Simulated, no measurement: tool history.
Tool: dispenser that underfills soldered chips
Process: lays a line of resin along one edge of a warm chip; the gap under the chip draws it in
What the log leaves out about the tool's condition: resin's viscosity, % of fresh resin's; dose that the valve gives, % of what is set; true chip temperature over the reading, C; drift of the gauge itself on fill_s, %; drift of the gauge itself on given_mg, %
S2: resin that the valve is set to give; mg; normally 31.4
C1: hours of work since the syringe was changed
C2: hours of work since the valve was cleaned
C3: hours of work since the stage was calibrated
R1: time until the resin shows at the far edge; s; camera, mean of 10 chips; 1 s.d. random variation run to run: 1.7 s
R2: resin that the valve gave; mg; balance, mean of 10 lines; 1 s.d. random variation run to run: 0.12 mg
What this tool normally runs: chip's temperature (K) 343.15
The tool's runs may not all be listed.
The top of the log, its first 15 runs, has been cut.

run 16 day=5.717 | chip's_temperature_(K)=357.15 S2=31.4 | C1=7 C2=91 C3=291 | R1=120.3 R2=29.01
-- day=5.788 dispensing valve cleaned and set on the balance
-- day=5.921 new syringe of resin
run 17 day=6.096 | chip's_temperature_(K)=357.15 S2=31.4 | C1=3 C2=5 C3=296 | R1=101.9 R2=31.36
run 18 day=6.483 | chip's_temperature_(K)=357.15 S2=31.4 | C1=9 C2=11 C3=303 | R1=129.5 R2=31.16
-- day=6.521 new syringe of resin
run 19 day=7.000 | chip's_temperature_(K)=357.15 S2=31.4 | C1=8 C2=19 C3=311 | R1=125.5 R2=30.93
-- day=7.150 new syringe of resin
run 20 day=7.442 | chip's_temperature_(K)=330.15 S2=27.0 | C1=5 C2=26 C3=318 | R1=365.3 R2=26.24
-- day=7.754 new syringe of resin
run 21 day=7.854 | chip's_temperature_(K)=340.15 S2=33.2 | C1=2 C2=33 C3=324 | R1=191.8 R2=32.22
run 22 day=8.179 | chip's_temperature_(K)=329.15 S2=27.1 | C1=7 C2=38 C3=329 | R1=408.0 R2=26.34
-- day=8.358 new syringe of resin
run 23 day=8.596 | chip's_temperature_(K)=356.15 S2=27.1 | C1=4 C2=44 C3=336 | R1=113.1 R2=26.35
-- day=8.950 new syringe of resin
run 24 day=8.962 | chip's_temperature_(K)=356.15 S2=27.1 | C1=0 C2=50 C3=342 | R1=98.2 R2=26.22
run 25 day=9.317 | chip's_temperature_(K)=334.15 S2=32.5 | C1=6 C2=56 C3=347 | R1=305.4 R2=31.15
-- day=9.554 new syringe of resin
run 26 day=9.604 | chip's_temperature_(K)=356.15 S2=34.3 | C1=1 C2=60 C3=352 | R1=97.1 R2=32.75
run 27 day=9.883 | chip's_temperature_(K)=343.15 S2=31.4 | C1=5 C2=65 C3=356 | R1=202.5 R2=29.94
-- day=10.150 new syringe of resin
run 28 day=10.221 | chip's_temperature_(K)=345.15 S2=35.7 | C1=1 C2=70 C3=362 | R1=152.5 R2=33.77
run 29 day=10.696 | chip's_temperature_(K)=337.15 S2=33.3 | C1=9 C2=78 C3=369 | R1=297.3 R2=31.37
-- day=10.742 new syringe of resin
run 30 day=11.029 | chip's_temperature_(K)=337.15 S2=40.2 | C1=5 C2=83 C3=375 | R1=251.2 R2=37.77
run 31 day=11.292 | chip's_temperature_(K)=355.15 S2=33.2 | C1=9 C2=87 C3=379 | R1=139.8 R2=31.06
-- day=11.329 new syringe of resin
-- day=11.588 dispensing valve cleaned and set on the balance
run 32 day=11.804 | chip's_temperature_(K)=343.15 S2=30.1 | C1=7 C2=3 C3=386 | R1=209.9 R2=30.18
-- day=11.958 new syringe of resin
run 33 day=12.254 | chip's_temperature_(K)=357.15 S2=28.8 | C1=5 C2=11 C3=393 | R1=109.4 R2=28.80
-- day=12.546 new syringe of resin
run 34 day=12.550 | chip's_temperature_(K)=348.15 S2=31.3 | C1=0 C2=15 C3=398 | R1=132.8 R2=30.96

Alternative continuations, all from the tool just after run 34; predict every row:
run A day=12.912 | chip's_temperature_(K)=338.15 S2=34.5 | C1=6 C2=21 C3=404 | R1=? R2=?
run B day=12.912 | chip's_temperature_(K)=343.15 S2=34.0 | C1=6 C2=21 C3=404 | R1=? R2=?
run C day=12.912 | chip's_temperature_(K)=348.15 S2=32.6 | C1=6 C2=21 C3=404 | R1=? R2=?
run D day=12.912 | chip's_temperature_(K)=353.15 S2=31.4 | C1=6 C2=21 C3=404 | R1=? R2=?
run E day=12.912 | chip's_temperature_(K)=354.15 S2=30.5 | C1=6 C2=21 C3=404 | R1=? R2=?

run=A R1=252.2 R2=33.97
run=B R1=205.2 R2=33.34
run=C R1=165.7 R2=31.88
run=D R1=136.9 R2=30.91
run=E R1=128.8 R2=29.83
Take away the tool's hidden state, keep each run's random variation, and the runs would have read:
run=A R1=208.0 R2=34.58
run=B R1=169.1 R2=33.94
run=C R1=136.3 R2=32.45
run=D R1=112.4 R2=31.46
run=E R1=105.8 R2=30.36

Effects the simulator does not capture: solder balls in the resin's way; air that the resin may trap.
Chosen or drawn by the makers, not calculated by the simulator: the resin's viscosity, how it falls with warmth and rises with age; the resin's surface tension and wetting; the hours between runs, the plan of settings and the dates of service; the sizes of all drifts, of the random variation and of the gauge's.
